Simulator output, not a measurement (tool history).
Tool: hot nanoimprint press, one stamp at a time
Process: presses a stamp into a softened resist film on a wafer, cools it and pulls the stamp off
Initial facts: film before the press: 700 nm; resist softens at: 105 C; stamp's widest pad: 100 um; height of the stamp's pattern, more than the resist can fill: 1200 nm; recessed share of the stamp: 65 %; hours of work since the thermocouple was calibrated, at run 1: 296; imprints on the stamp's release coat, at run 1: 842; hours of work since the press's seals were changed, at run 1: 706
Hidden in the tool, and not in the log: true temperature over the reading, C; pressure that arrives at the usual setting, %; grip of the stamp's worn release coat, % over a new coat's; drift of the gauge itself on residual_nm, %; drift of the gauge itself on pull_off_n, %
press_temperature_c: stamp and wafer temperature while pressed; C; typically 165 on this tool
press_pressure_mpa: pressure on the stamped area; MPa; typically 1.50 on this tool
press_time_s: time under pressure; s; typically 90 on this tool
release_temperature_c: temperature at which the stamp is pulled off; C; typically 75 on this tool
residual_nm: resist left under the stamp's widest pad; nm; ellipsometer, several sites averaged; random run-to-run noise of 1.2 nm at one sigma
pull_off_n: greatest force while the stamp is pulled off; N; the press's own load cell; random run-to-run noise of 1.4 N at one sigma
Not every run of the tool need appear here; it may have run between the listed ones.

run,hour,press_temperature_c,press_pressure_mpa,press_time_s,release_temperature_c,hours of work since the thermocouple was calibrated,imprints on the stamp's release coat,hours of work since the press's seals were changed,residual_nm,pull_off_n
1,0.0,165,1.50,90,75,296,842,706,368.3,231
2,13.6,165,1.50,90,68,304,899,714,366.9,271
# hour 25.0: stamp cleaned and given a new release coat
3,35.4,165,1.72,90,75,313,44,723,343.5,229
4,55.3,165,1.72,90,75,325,128,734,344.2,231
5,83.1,165,1.72,90,75,341,246,750,341.5,228
6,107.6,173,1.50,90,75,355,350,764,265.8,230
7,131.3,165,1.50,90,75,368,451,778,366.9,229
8,159.1,165,1.50,90,75,384,569,793,365.2,228
9,190.4,165,1.50,90,75,402,702,811,364.7,233
10,213.5,165,1.50,90,75,415,800,825,366.2,229
# hour 247.9: stamp cleaned and given a new release coat
11,247.9,165,1.50,90,75,431,0,841,363.8,229
12,280.2,165,1.50,90,75,450,138,859,362.1,230
13,296.1,165,1.50,90,75,459,205,868,365.1,226
14,328.6,163,1.63,90,73,478,343,887,376.2,243
15,347.4,170,1.60,71,71,488,423,898,307.0,253
# hour 352.8: plate thermocouple calibrated
16,374.5,170,2.16,62,80,12,525,912,279.2,201
17,405.6,175,2.05,101,80,30,657,929,196.0,202
18,430.3,155,1.01,176,70,44,762,943,507.0,256
19,450.4,172,1.25,118,63,56,848,955,275.0,297
# hour 474.4: stamp cleaned and given a new release coat
20,474.4,169,1.50,90,73,66,0,965,307.1,241
21,501.1,165,1.33,90,75,81,113,981,380.2,230
22,527.4,165,0.93,90,71,96,225,996,443.7,252
23,560.6,165,0.93,90,68,115,366,1015,446.0,271

Consider 3 possible next runs. They are alternatives, not a sequence: every one starts from the tool as it was left by run 23. What does each give?
A,582.2,167,1.87,90,75,128,458,1027,?,?
B,582.2,165,1.11,90,73,128,458,1027,?,?
C,582.2,170,1.46,174,68,128,458,1027,?,?

run,residual_nm,pull_off_n
A,297.3,230
B,415.3,240
C,235.2,267
Stripped of hidden state, with their random variation kept, the same runs would have yielded:
run,residual_nm,pull_off_n
A,304.4,229
B,425.5,240
C,240.9,267
